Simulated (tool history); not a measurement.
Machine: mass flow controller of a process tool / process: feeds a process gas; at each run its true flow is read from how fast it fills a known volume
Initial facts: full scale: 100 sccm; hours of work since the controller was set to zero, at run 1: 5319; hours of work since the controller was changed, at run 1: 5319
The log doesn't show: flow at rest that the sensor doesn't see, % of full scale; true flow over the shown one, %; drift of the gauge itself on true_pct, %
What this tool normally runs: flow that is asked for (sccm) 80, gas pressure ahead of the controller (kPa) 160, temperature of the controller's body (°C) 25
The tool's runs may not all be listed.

run    hour  flow that is asked for (sccm)  gas pressure ahead of the controller (kPa)  temperature of the controller's body (°C)  hours of work since the controller was set to zero  hours of work since the controller was changed  true flow (%)
  1     0.0                             80                                         160                                         25                                                5319                                            5319          98.41
  2   383.0                             80                                         160                                         25                                                5470                                            5470          98.40
  3   675.2                             80                                         160                                         25                                                5586                                            5586          98.37
  4   990.2                             80                                         160                                         25                                                5710                                            5710          98.43
  5  1414.8                             80                                         160                                         25                                                5878                                            5878          98.42
  6  1806.7                             80                                         160                                         25                                                6033                                            6033          98.32
  7  2029.8                             80                                         160                                         25                                                6121                                            6121          98.18
  8  2404.9                             80                                         160                                         25                                                6269                                            6269          98.30
  9  2738.8                             12                                         234                                         28                                                6401                                            6401         103.39
     2964.7  -- controller's zero set anew
 10  3068.4                             16                                         160                                         20                                                  41                                            6531          95.81
 11  3421.5                             16                                         160                                         20                                                 180                                            6670          95.80
 12  3834.2                             16                                         160                                         20                                                 343                                            6833          95.98
 13  4031.2                             80                                         239                                         29                                                 421                                            6911          96.35

5 options for the next run, each taken on its own from the tool as it stands now. Forecast them:
  A  4224.9                             65                                         148                                         32                                                 498                                            6988              ?
  B  4224.9                             32                                         159                                         34                                                 498                                            6988              ?
  C  4224.9                             13                                         208                                         30                                                 498                                            6988              ?
  D  4224.9                             80                                         227                                         29                                                 498                                            6988              ?
  E  4224.9                             80                                         160                                         22                                                 498                                            6988              ?

run  true flow (%)
  A          96.37
  B          95.54
  C          95.61
  D          96.19
  E          96.91
Take away the tool's hidden state, keep each run's random variation, and the runs would have read:
run  true flow (%)
  A          99.21
  B          98.18
  C          97.68
  D          99.06
  E          99.78
